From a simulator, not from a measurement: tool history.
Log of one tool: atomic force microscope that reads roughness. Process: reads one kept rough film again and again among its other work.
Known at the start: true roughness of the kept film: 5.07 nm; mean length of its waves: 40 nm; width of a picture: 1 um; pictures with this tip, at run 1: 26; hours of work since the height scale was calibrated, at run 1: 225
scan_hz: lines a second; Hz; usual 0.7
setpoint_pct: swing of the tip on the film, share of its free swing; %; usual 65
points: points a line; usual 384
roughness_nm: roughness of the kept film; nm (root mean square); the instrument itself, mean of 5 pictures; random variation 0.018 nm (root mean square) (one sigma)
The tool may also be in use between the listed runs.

run,hour,scan_hz,setpoint_pct,points,pictures with this tip,hours of work since the height scale was calibrated,roughness_nm
1,0,0.7,65,384,26,225,4.104
# hour 32.9: new tip fitted
2,40.7,0.7,65,384,15,254,4.208
# hour 80.7: new tip fitted
3,91.2,0.7,65,384,19,290,4.239
# hour 129: new tip fitted
4,130.4,0.988,65,384,3,318,4.32
# hour 175.9: new tip fitted
5,178.6,0.988,65,384,5,353,4.265
# hour 224.9: new tip fitted
6,235.6,0.988,65,384,20,394,4.095
# hour 272: new tip fitted
7,301.1,3.006,65,384,55,441,3.526
# hour 318.5: new tip fitted
8,362.8,3.006,65,384,83,485,3.395
# hour 370.6: new tip fitted
# hour 421.4: new tip fitted
9,426,0.7,65,384,9,530,4.282
# hour 469.7: new tip fitted
10,486.7,0.7,65,384,32,573,4.005
# hour 522.1: new tip fitted
11,546.3,0.7,65,384,46,616,3.962
# hour 571.6: new tip fitted
12,586.6,0.7,60,384,28,645,4.173
# hour 619.8: new tip fitted
13,642.4,0.7,60,384,43,685,3.994
# hour 667.2: new tip fitted
# hour 715.8: new tip fitted
14,719.6,0.768,72,633,8,740,4.227
# hour 766.4: new tip fitted
15,782.4,2.072,78,384,30,785,3.649
# hour 815.8: new tip fitted
# hour 862.2: new tip fitted
16,862.2,2.072,78,384,0,842,3.917
# hour 909.8: new tip fitted
17,923.5,0.7,59,384,26,886,4.179
# hour 959: new tip fitted
18,997.9,0.7,59,384,72,939,3.729
# hour 1007.5: new tip fitted
# hour 1053.7: new tip fitted
19,1059.1,0.66,71,345,10,983,4.227
# hour 1104.4: new tip fitted
20,1104.4,0.7,66,384,0,1015,4.403
21,1145.3,0.899,61,875,77,1045,3.66
# hour 1151.5: new tip fitted
# hour 1202.6: new tip fitted
22,1212.7,1.652,69,875,19,1093,4.02
# hour 1251.5: new tip fitted
23,1263.4,1.243,63,356,22,1129,4.115
# hour 1298.1: new tip fitted
24,1317.7,0.755,65,384,37,1168,4.03
# hour 1345.7: new tip fitted
25,1354.4,0.921,65,375,16,1194,4.253
# hour 1395.8: new tip fitted
26,1402.9,1.371,77,523,13,1229,3.897

4 ways to go on from here, each from the tool as it stands after run 26. What would each give?
# hour 1442.7: new tip fitted
A,1442.7,1.577,85,895,0,1257,?
# hour 1442.7: new tip fitted
B,1442.7,1.266,65,384,0,1257,?
# hour 1442.7: new tip fitted
C,1442.7,0.559,84,392,0,1257,?
# hour 1442.7: new tip fitted
D,1442.7,0.938,80,833,0,1257,?

run,roughness_nm
A,3.921
B,4.302
C,4.282
D,4.209
Without the tool's hidden state the same runs would have given:
run,roughness_nm
A,3.909
B,4.289
C,4.269
D,4.196

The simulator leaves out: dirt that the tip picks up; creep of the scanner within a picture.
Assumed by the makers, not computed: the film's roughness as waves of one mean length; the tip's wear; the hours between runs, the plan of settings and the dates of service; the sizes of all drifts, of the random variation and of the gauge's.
